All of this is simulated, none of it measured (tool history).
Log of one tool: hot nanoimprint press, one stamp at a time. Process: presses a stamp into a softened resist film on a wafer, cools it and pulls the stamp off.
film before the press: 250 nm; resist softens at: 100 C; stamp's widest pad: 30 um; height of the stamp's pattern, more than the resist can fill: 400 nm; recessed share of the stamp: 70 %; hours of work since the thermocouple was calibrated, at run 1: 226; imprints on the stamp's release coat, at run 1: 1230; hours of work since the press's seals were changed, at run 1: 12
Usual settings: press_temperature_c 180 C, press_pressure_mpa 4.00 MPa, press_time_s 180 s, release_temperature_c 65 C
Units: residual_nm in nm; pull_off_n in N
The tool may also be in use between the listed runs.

run,hour,press_temperature_c,press_pressure_mpa,press_time_s,release_temperature_c,hours of work since the thermocouple was calibrated,imprints on the stamp's release coat,hours of work since the press's seals were changed,residual_nm,pull_off_n
1,0.0,180,4.00,180,65,226,1230,12,112.0,266
2,45.4,180,4.00,180,65,261,1370,47,110.4,272
# hour 107.1: plate thermocouple calibrated
3,128.1,180,4.00,180,65,16,1616,107,109.7,291
4,214.6,180,4.00,180,65,81,1882,172,109.6,305
5,267.7,180,4.00,180,65,122,2046,213,108.7,331
6,307.9,180,4.00,180,65,152,2170,243,109.0,327
# hour 331.1: stamp cleaned and given a new release coat
7,375.3,180,4.00,180,65,199,136,289,109.2,196
8,458.4,180,4.00,180,65,261,392,352,108.8,207
9,504.3,180,4.00,180,65,296,534,387,107.9,218
# hour 521.8: plate thermocouple calibrated
10,590.4,180,4.00,117,65,52,790,450,133.5,244
11,645.8,180,4.00,117,65,94,960,492,133.9,253
# hour 686.0: plate thermocouple calibrated, once more
12,739.0,180,2.48,180,65,40,1239,560,141.9,277
13,810.9,180,2.48,180,65,95,1460,615,142.0,289
14,886.6,180,2.48,180,65,152,1693,672,140.5,298
15,962.7,180,4.55,180,65,210,1928,730,108.2,317
# hour 1060.9: stamp cleaned and given a new release coat
16,1062.5,180,4.55,180,65,281,5,801,107.7,193
# hour 1100.0: plate thermocouple calibrated
17,1139.2,180,4.32,180,65,30,232,856,113.5,208
18,1228.9,181,4.00,101,65,98,508,924,139.1,226
# hour 1287.8: press's hydraulic seals changed and the load cell set to zero
19,1291.4,181,4.00,101,65,139,676,3,133.3,235
20,1333.1,179,4.00,101,65,170,805,34,139.0,237
21,1414.5,180,3.54,196,59,232,1056,96,113.8,304
22,1499.5,183,3.35,231,61,296,1317,160,102.5,307
# hour 1516.0: plate thermocouple calibrated
23,1578.6,183,2.84,231,57,47,1552,218,114.3,366
24,1660.6,183,2.84,231,57,110,1805,280,113.5,387
25,1703.1,183,2.84,231,57,142,1936,312,114.0,395
26,1743.1,183,2.84,231,57,172,2059,342,113.5,416
27,1785.7,183,2.84,231,57,204,2190,375,112.8,418
# hour 1800.1: stamp cleaned and given a new release coat
28,1873.1,177,5.34,152,58,266,225,436,113.0,250
# hour 1932.4: plate thermocouple calibrated
29,1946.2,178,4.00,126,65,10,441,489,138.5,232

4 ways to go on from here, each from the tool as it stands after run 29. What would each give?
A,2003.3,189,4.00,180,65,54,617,533,?,?
B,2003.3,191,5.69,295,65,54,617,533,?,?
C,2003.3,183,4.00,180,57,54,617,533,?,?
D,2003.3,180,4.00,184,57,54,617,533,?,?

run,residual_nm,pull_off_n
A,92.4,229
B,60.1,231
C,108.3,281
D,114.9,285
Without the tool's hidden state the same runs would have given:
run,residual_nm,pull_off_n
A,90.7,193
B,58.3,195
C,106.5,237
D,113.0,240
